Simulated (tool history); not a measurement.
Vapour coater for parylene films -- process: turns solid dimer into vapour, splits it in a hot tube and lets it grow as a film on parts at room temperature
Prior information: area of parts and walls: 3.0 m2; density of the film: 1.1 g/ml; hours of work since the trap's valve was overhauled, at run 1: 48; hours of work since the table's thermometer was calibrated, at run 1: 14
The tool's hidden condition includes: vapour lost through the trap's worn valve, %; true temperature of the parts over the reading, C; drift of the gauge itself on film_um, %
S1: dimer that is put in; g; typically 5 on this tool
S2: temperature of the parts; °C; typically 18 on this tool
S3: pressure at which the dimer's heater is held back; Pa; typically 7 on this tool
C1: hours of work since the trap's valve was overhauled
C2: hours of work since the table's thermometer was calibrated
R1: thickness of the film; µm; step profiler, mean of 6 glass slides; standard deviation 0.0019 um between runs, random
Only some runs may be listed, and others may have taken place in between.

| run | hour | S1 | S2 | S3 | C1 | C2 | R1 |
|---|---|---|---|---|---|---|---|
| 1 | 0 | 5 | 18 | 7 | 48 | 14 | 1.024 |
| 2 | 16 | 5 | 21 | 7 | 55 | 20 | 0.968 |
| 3 | 29 | 5 | 18 | 7 | 60 | 26 | 1.025 |
| 4 | 47.2 | 5 | 18 | 7 | 68 | 33 | 1.026 |
| 5 | 60.3 | 5 | 16 | 7 | 73 | 39 | 1.066 |
| 6 | 76.5 | 5 | 16 | 7 | 80 | 45 | 1.062 |
| 7 | 88.7 | 5 | 18 | 8.84 | 85 | 50 | 0.961 |
| 8 | 99.9 | 5 | 18 | 8.84 | 90 | 55 | 0.966 |
| 9 | 116.2 | 5 | 24 | 8.84 | 96 | 62 | 0.859 |
| 10 | 127.9 | 5 | 24 | 8.84 | 101 | 67 | 0.857 |
| 11 | 147 | 5 | 18 | 7 | 109 | 75 | 1.021 |
| 12 | 156.3 | 5 | 18 | 7 | 113 | 79 | 1.021 |
| 13 | 165.2 | 5 | 18 | 7 | 117 | 82 | 1.018 |
| 14 | 182.3 | 5 | 18 | 7 | 124 | 90 | 1.02 |
| 15 | 195.6 | 5 | 18 | 7 | 129 | 95 | 1.019 |
|  | 201.6 | trap's valve overhauled |
| 16 | 209.3 | 5 | 18 | 7 | 3 | 99 | 1.013 |
| 17 | 222.1 | 5 | 18 | 7 | 9 | 104 | 1.011 |
| 18 | 239.2 | 5 | 17 | 7 | 16 | 112 | 1.031 |
| 19 | 255.6 | 7 | 24 | 9.24 | 23 | 118 | 1.177 |
| 20 | 268.5 | 7 | 14 | 9.24 | 28 | 124 | 1.423 |
| 21 | 282.1 | 7 | 14 | 9.24 | 34 | 129 | 1.422 |
| 22 | 298.6 | 7 | 14 | 9.24 | 40 | 136 | 1.423 |
| 23 | 312.6 | 7 | 27 | 5.42 | 46 | 142 | 1.268 |
|  | 330.6 | trap's valve overhauled, once more |
| 24 | 333.7 | 7 | 27 | 5.42 | 1 | 149 | 1.295 |
| 25 | 348 | 7 | 27 | 5.42 | 7 | 155 | 1.289 |
| 26 | 364.4 | 5 | 14 | 8.39 | 14 | 162 | 1.066 |
| 27 | 383.8 | 5 | 14 | 8.39 | 22 | 170 | 1.063 |
| 28 | 398.3 | 3 | 13 | 8.39 | 28 | 176 | 0.65 |

Run 29 has not been measured yet. What should we expect?
| 29 | 413.2 | 3 | 13 | 8.39 | 34 | 182 | ? |

{"run 29": {"R1": 0.65}}
With no hidden state in the tool, this same run would have given R1 0.651 µm.
